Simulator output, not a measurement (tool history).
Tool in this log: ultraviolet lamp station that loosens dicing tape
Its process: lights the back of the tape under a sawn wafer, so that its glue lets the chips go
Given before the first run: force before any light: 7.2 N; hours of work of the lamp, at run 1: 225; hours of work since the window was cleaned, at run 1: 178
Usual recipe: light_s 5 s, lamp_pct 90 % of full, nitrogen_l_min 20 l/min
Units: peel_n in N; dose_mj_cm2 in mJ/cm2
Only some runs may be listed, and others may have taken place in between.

run   hour  light_s  lamp_pct  nitrogen_l_min  hours of work of the lamp  hours of work since the window was cleaned  peel_n  dose_mj_cm2
  1    0.0        5        90              20                        225                                         178   0.256          559
  2   11.5        5        90              20                        234                                         186   0.263          559
  3   32.0        5        90              20                        250                                         202   0.269          557
  4   42.7        5        90              39                        258                                         211   0.146          551
  5   63.0        5        90              39                        274                                         227   0.151          556
  6   73.0        5        66              20                        282                                         234   0.599          402
  7   91.9        5        90              20                        296                                         249   0.284          541
  8  109.9        5        90              20                        310                                         263   0.283          542
  9  128.2        5        76              20                        325                                         277   0.436          457
 10  141.2        5        95              20                        335                                         287   0.262          570
 11  159.0        5        95              20                        349                                         301   0.261          567
 12  173.7        5        95              20                        360                                         313   0.252          568
 13  194.7        5        90              20                        376                                         329   0.298          535
 14  210.1        5        90              20                        388                                         341   0.315          523
 15  234.3        5        68              20                        407                                         360   0.631          400
 16  245.0        5        93              20                        415                                         368   0.285          538
 17  267.6        5        90              21                        433                                         386   0.294          514
 18  277.4        5        64              20                        441                                         393   0.739          372
 19  297.0        5        64              20                        456                                         409   0.767          363
 20  310.3        5        64              20                        466                                         419   0.787          365
     312.5  -- window cleaned of glue's vapour
 21  328.5        5        64              20                        480                                          12   0.834          351
 22  341.4        2        90              20                        490                                          22   2.197          195
 23  360.5        2        82              22                        505                                          37   2.265          178
 24  382.7        2        82              22                        522                                          55   2.272          175
 25  397.2        6        90              20                        533                                          66   0.237          573
 26  421.6        6        90              20                        553                                          85   0.242          572
     431.5  -- window cleaned of glue's vapour, once more
 27  439.3        5        95               7                        566                                           6   0.776          559
 28  462.5        5        95               7                        584                                          24   0.771          558
 29  473.4        4        70               8                        592                                          33   1.793          330
 30  491.6        4        70               8                        607                                          47   1.765          325
 31  512.4        5        63              15                        623                                          63   0.997          367
 32  522.8        3        82               7                        631                                          71   2.284          284
 33  534.1        3        82               7                        640                                          80   2.342          280
 34  548.6        3        82               7                        651                                          91   2.236          279
 35  569.0        9        88              29                        667                                         107   0.066          907
 36  592.8        5        91              20                        685                                         126   0.335          522
 37  609.1        5        91              20                        698                                         138   0.347          509
 38  632.0        5        91              20                        716                                         156   0.346          503

Branching from run 38: 3 alternative next runs. What would each branch give?
  A  644.3        5        89               9                        725                                         166       ?            ?
  B  644.3        4        92              20                        725                                         166       ?            ?
  C  644.3        8        64              11                        725                                         166       ?            ?

run  peel_n  dose_mj_cm2
  A   0.782          497
  B   0.583          411
  C   0.465          579
What these runs would have given with no unlogged condition in the tool:
run  peel_n  dose_mj_cm2
  A   0.509          601
  B   0.363          497
  C   0.279          700

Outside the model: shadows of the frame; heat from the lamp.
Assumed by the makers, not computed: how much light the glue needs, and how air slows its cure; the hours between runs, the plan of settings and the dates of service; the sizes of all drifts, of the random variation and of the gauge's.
